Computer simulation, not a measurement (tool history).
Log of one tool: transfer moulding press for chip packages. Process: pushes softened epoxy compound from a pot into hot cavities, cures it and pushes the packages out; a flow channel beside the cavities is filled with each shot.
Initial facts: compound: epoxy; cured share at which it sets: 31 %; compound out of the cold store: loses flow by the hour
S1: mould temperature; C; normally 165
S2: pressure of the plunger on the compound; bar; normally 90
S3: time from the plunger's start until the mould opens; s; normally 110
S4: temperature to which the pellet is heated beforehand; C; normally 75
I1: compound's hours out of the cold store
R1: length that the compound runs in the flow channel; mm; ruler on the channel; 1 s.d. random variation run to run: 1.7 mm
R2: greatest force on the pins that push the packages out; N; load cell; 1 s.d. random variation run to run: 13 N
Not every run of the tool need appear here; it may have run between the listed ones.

run,day,S1,S2,S3,S4,I1,R1,R2
1,0,165,90,110,75,47.3,490,576
# day 2.192: cavities cleaned with cleaning compound and waxed
2,3.192,165,90,110,75,30.9,527,616
# day 5: cavities cleaned with cleaning compound and waxed
3,6.554,165,90,98,75,46.7,492,719
# day 7.783: cavities cleaned with cleaning compound and waxed
4,8.317,165,90,98,75,17.3,558,816
# day 10.55: cavities cleaned with cleaning compound and waxed
5,11.783,165,90,98,75,11.3,570,842
# day 13.212: cavities cleaned with cleaning compound and waxed
6,14.279,165,90,106,75,22.9,547,663
# day 15.388: plunger's sealing rings changed
# day 16.1: cavities cleaned with cleaning compound and waxed
7,16.925,165,90,106,75,41.4,504,638
# day 18.729: cavities cleaned with cleaning compound and waxed
8,19.233,165,90,106,75,17.9,555,653
# day 21.408: cavities cleaned with cleaning compound and waxed
9,21.496,159,90,106,75,41.7,513,964
10,23.604,159,90,106,75,20.8,561,1034
# day 24.342: mould's thermocouples calibrated
# day 24.404: cavities cleaned with cleaning compound and waxed
11,25.738,165,77.3,110,75,40,468,605
# day 27.279: cavities cleaned with cleaning compound and waxed
12,27.662,165,90,113,75,31.8,523,564
13,29.567,162,90,110,75,32.4,528,741
# day 29.888: cavities cleaned with cleaning compound and waxed
# day 32.621: cavities cleaned with cleaning compound and waxed
14,33.371,170,90,110,79,28.8,519,450
# day 34.062: plunger's sealing rings changed
# day 35.412: cavities cleaned with cleaning compound and waxed
15,35.462,165,82.2,149,75,21.7,526,421
16,37.429,165,82.2,149,75,17.1,534,418
# day 38.212: cavities cleaned with cleaning compound and waxed
17,39.6,166,82.2,137,75,45.8,466,416
# day 40.804: cavities cleaned with cleaning compound and waxed
18,41.988,159,90,110,82,37.7,518,882
# day 43.45: cavities cleaned with cleaning compound and waxed
19,44.271,165,77,110,75,19.1,508,620
# day 46.158: cavities cleaned with cleaning compound and waxed
20,47.871,163,77,119,75,39.7,470,559
# day 48.8: cavities cleaned with cleaning compound and waxed
# day 49.983: mould's thermocouples calibrated
21,50.333,163,77,119,75,33.3,484,601
# day 51.554: cavities cleaned with cleaning compound and waxed
# day 52.629: plunger's sealing rings changed
22,52.812,163,77,119,75,9,537,636
# day 54.442: cavities cleaned with cleaning compound and waxed
23,55.458,170,105,110,75,31.2,556,454
# day 57.217: cavities cleaned with cleaning compound and waxed
24,59.467,170,105,110,75,22.5,581,474
# day 59.821: cavities cleaned with cleaning compound and waxed
25,61.383,169,88.3,94,68,43.3,487,634

Each row is a separate what-if for the run after 25, all from the same tool condition, not one after another. Results?
# day 62.471: cavities cleaned with cleaning compound and waxed
A,63.333,169,69.5,94,68,47,?,?
# day 62.471: cavities cleaned with cleaning compound and waxed
B,63.333,169,88.3,104,68,34.1,?,?
# day 62.471: cavities cleaned with cleaning compound and waxed
C,63.333,169,101.2,94,68,14.7,?,?
# day 62.471: cavities cleaned with cleaning compound and waxed
D,63.333,166,87.9,110,75,38.8,?,?

run,R1,R2
A,425,637
B,505,538
C,587,687
D,498,540
What these runs would have given with no unlogged condition in the tool:
run,R1,R2
A,425,634
B,505,536
C,587,684
D,499,538
